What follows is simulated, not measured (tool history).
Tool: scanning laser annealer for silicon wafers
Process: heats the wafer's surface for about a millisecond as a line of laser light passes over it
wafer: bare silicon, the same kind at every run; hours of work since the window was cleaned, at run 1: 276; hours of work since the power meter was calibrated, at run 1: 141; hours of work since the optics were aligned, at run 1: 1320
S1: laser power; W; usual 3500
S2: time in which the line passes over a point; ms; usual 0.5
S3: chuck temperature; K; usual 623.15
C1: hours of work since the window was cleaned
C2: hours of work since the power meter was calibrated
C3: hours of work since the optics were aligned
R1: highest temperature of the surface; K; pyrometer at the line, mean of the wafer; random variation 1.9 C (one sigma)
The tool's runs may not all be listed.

run 1 hour=0 | S1=3500 S2=0.5 S3=623.15 | C1=276 C2=141 C3=1320 | R1=1393.15
run 2 hour=46.8 | S1=3500 S2=0.5 S3=623.15 | C1=304 C2=169 C3=1348 | R1=1393.15
run 3 hour=71.4 | S1=3500 S2=0.5 S3=623.15 | C1=318 C2=183 C3=1363 | R1=1394.15
run 4 hour=95.5 | S1=3500 S2=0.5 S3=623.15 | C1=333 C2=198 C3=1377 | R1=1391.15
run 5 hour=123.6 | S1=3671 S2=0.5 S3=623.15 | C1=350 C2=215 C3=1394 | R1=1445.15
run 6 hour=162 | S1=3671 S2=0.5 S3=623.15 | C1=373 C2=238 C3=1417 | R1=1443.15
run 7 hour=190 | S1=3671 S2=0.5 S3=623.15 | C1=390 C2=255 C3=1434 | R1=1443.15
run 8 hour=214.6 | S1=3671 S2=0.5 S3=623.15 | C1=404 C2=269 C3=1449 | R1=1440.15
run 9 hour=270.5 | S1=3671 S2=0.5 S3=623.15 | C1=438 C2=303 C3=1482 | R1=1442.15
run 10 hour=308.3 | S1=3671 S2=0.5 S3=623.15 | C1=461 C2=325 C3=1505 | R1=1443.15
run 11 hour=340.6 | S1=3747 S2=0.5 S3=623.15 | C1=480 C2=345 C3=1524 | R1=1465.15
-- hour=371.5 window over the wafer cleaned
run 12 hour=381.4 | S1=3747 S2=0.5 S3=623.15 | C1=6 C2=368 C3=1548 | R1=1467.15
run 13 hour=417.9 | S1=3747 S2=0.5 S3=623.15 | C1=28 C2=390 C3=1570 | R1=1463.15
run 14 hour=466.1 | S1=3747 S2=0.5 S3=623.15 | C1=57 C2=419 C3=1598 | R1=1463.15
run 15 hour=491.3 | S1=3747 S2=0.5 S3=623.15 | C1=72 C2=434 C3=1614 | R1=1467.15
run 16 hour=540.6 | S1=3747 S2=0.5 S3=607.15 | C1=101 C2=464 C3=1643 | R1=1446.15
run 17 hour=592.5 | S1=3747 S2=0.5 S3=607.15 | C1=133 C2=495 C3=1674 | R1=1448.15
-- hour=604.5 optics aligned, line set to its width
run 18 hour=645 | S1=3747 S2=0.5 S3=607.15 | C1=161 C2=523 C3=24 | R1=1450.15
run 19 hour=673.5 | S1=3500 S2=0.5 S3=623.15 | C1=178 C2=540 C3=41 | R1=1394.15
run 20 hour=704.8 | S1=3500 S2=0.5 S3=623.15 | C1=197 C2=559 C3=60 | R1=1390.15
run 21 hour=749.6 | S1=3500 S2=0.495 S3=624.15 | C1=224 C2=586 C3=87 | R1=1390.15
run 22 hour=790.8 | S1=3142 S2=0.469 S3=594.15 | C1=249 C2=611 C3=112 | R1=1240.15
run 23 hour=831.9 | S1=3500 S2=0.609 S3=649.15 | C1=273 C2=635 C3=136 | R1=1507.15
run 24 hour=886.2 | S1=3535 S2=0.576 S3=596.15 | C1=306 C2=668 C3=169 | R1=1444.15
run 25 hour=919 | S1=3535 S2=0.603 S3=596.15 | C1=325 C2=688 C3=189 | R1=1461.15
run 26 hour=972 | S1=3687 S2=0.499 S3=605.15 | C1=357 C2=719 C3=220 | R1=1430.15
run 27 hour=1022.6 | S1=3483 S2=0.362 S3=650.15 | C1=388 C2=750 C3=251 | R1=1289.15
run 28 hour=1061 | S1=3483 S2=0.362 S3=650.15 | C1=411 C2=773 C3=274 | R1=1290.15
run 29 hour=1095.1 | S1=3673 S2=0.362 S3=598.15 | C1=431 C2=793 C3=294 | R1=1283.15
run 30 hour=1144.3 | S1=3738 S2=0.408 S3=619.15 | C1=461 C2=823 C3=324 | R1=1370.15
run 31 hour=1200.1 | S1=3544 S2=0.353 S3=619.15 | C1=494 C2=856 C3=357 | R1=1262.15
-- hour=1205.2 window over the wafer cleaned
run 32 hour=1226.8 | S1=3239 S2=0.458 S3=612.15 | C1=13 C2=871 C3=372 | R1=1275.15
run 33 hour=1264.2 | S1=3303 S2=0.361 S3=623.15 | C1=35 C2=894 C3=395 | R1=1219.15
run 34 hour=1291.3 | S1=3303 S2=0.361 S3=623.15 | C1=52 C2=910 C3=411 | R1=1218.15
run 35 hour=1327.4 | S1=3778 S2=0.361 S3=601.15 | C1=73 C2=931 C3=432 | R1=1311.15
run 36 hour=1369 | S1=3630 S2=0.361 S3=601.15 | C1=98 C2=956 C3=457 | R1=1275.15
run 37 hour=1417.8 | S1=3258 S2=0.574 S3=662.15 | C1=128 C2=986 C3=487 | R1=1422.15

The next listed run, before its measurement:
run 38 hour=1443.1 | S1=3258 S2=0.574 S3=662.15 | C1=143 C2=1001 C3=502 | R1=?

R1: 1420.15 K
Without the tool's hidden state the same run would have given R1 1420.15 K.
